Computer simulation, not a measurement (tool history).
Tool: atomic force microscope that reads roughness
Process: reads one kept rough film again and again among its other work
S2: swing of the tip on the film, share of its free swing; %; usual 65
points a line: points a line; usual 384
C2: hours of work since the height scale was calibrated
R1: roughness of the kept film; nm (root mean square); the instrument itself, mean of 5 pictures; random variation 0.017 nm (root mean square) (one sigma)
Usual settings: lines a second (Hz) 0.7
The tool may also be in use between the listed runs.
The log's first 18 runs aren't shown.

Run 19, day 37.854: usual settings but lines a second (Hz) 1.489, points a line 508; pictures with this tip 165; C2 494. Result: R1 4.037 nm (root mean square).
Run 20, day 40.021: usual settings but lines a second (Hz) 0.763, points a line 370; pictures with this tip 254; C2 532. Result: R1 4.062 nm (root mean square).
At day 41.025: new tip fitted.
Run 21, day 41.292: usual settings but lines a second (Hz) 0.869, S2 76 %; pictures with this tip 11; C2 554. Result: R1 3.998 nm (root mean square).
Run 22, day 43.838: usual settings but lines a second (Hz) 0.869, S2 76 %; pictures with this tip 115; C2 598. Result: R1 3.973 nm (root mean square).
Run 23, day 45.296: usual settings but lines a second (Hz) 0.869, S2 76 %, points a line 336; pictures with this tip 175; C2 624. Result: R1 3.986 nm (root mean square).
Run 24, day 46.571: usual settings but lines a second (Hz) 0.529, S2 66 %, points a line 926; pictures with this tip 228; C2 646. Result: R1 4.061 nm (root mean square).
At day 48.129: new tip fitted.
Run 25, day 49.021: usual settings but lines a second (Hz) 0.529, S2 66 %, points a line 926; pictures with this tip 37; C2 689. Result: R1 4.078 nm (root mean square).
Run 26, day 50.212: usual settings but lines a second (Hz) 0.529, S2 86 %, points a line 574; pictures with this tip 86; C2 709. Result: R1 3.996 nm (root mean square).
Run 27, day 52.8: usual settings but points a line 259; pictures with this tip 193; C2 755. Result: R1 4.004 nm (root mean square).
Run 28, day 54.208: usual settings but lines a second (Hz) 1.599; pictures with this tip 250; C2 779. Result: R1 3.983 nm (root mean square).
At day 55.392: new tip fitted.
Run 29, day 56.912: usual settings but lines a second (Hz) 0.664, S2 77 %, points a line 279; pictures with this tip 63; C2 826. Result: R1 3.985 nm (root mean square).
Run 30, day 59.475: usual settings but lines a second (Hz) 2.447, points a line 725; pictures with this tip 168; C2 871. Result: R1 3.936 nm (root mean square).
Run 31, day 61.271: usual settings but lines a second (Hz) 2.447, points a line 725; pictures with this tip 242; C2 903. Result: R1 3.944 nm (root mean square).
At day 62.529: new tip fitted.
Run 32, day 64.217: usual settings but lines a second (Hz) 2.447, points a line 725; pictures with this tip 70; C2 954. Result: R1 3.971 nm (root mean square).
Run 33, day 66.358: usual settings but lines a second (Hz) 0.669, S2 88 %, points a line 392; pictures with this tip 158; C2 991. Result: R1 3.918 nm (root mean square).
Run 34, day 68.417: usual settings but lines a second (Hz) 0.615, S2 75 %, points a line 622; pictures with this tip 243; C2 1027. Result: R1 4.051 nm (root mean square).
At day 69.667: new tip fitted.
Run 35, day 69.8: usual settings but lines a second (Hz) 3.535, S2 77 %, points a line 385; pictures with this tip 6; C2 1051. Result: R1 3.666 nm (root mean square).

Forecast each of these 5 alternatives for the next run:
Run A, day 71.704: usual settings but lines a second (Hz) 3.535, S2 73 %, points a line 385; pictures with this tip 84; C2 1084. Result: R1 ?.
Run B, day 71.704: usual settings but lines a second (Hz) 1.526, S2 77 %, points a line 591; pictures with this tip 84; C2 1084. Result: R1 ?.
Run C, day 71.704: usual settings but lines a second (Hz) 3.26, S2 77 %, points a line 916; pictures with this tip 84; C2 1084. Result: R1 ?.
Run D, day 71.704: usual settings but lines a second (Hz) 2.387, S2 71 %, points a line 400; pictures with this tip 84; C2 1084. Result: R1 ?.
Run E, day 71.704: usual settings but lines a second (Hz) 1.645, S2 83 %; pictures with this tip 84; C2 1084. Result: R1 ?.

run     R1
  A  3.726
  B  3.885
  C  3.679
  D  3.857
  E  3.775
Without the tool's hidden state the same runs would have given:
run     R1
  A   3.73
  B  3.889
  C  3.683
  D   3.86
  E  3.779

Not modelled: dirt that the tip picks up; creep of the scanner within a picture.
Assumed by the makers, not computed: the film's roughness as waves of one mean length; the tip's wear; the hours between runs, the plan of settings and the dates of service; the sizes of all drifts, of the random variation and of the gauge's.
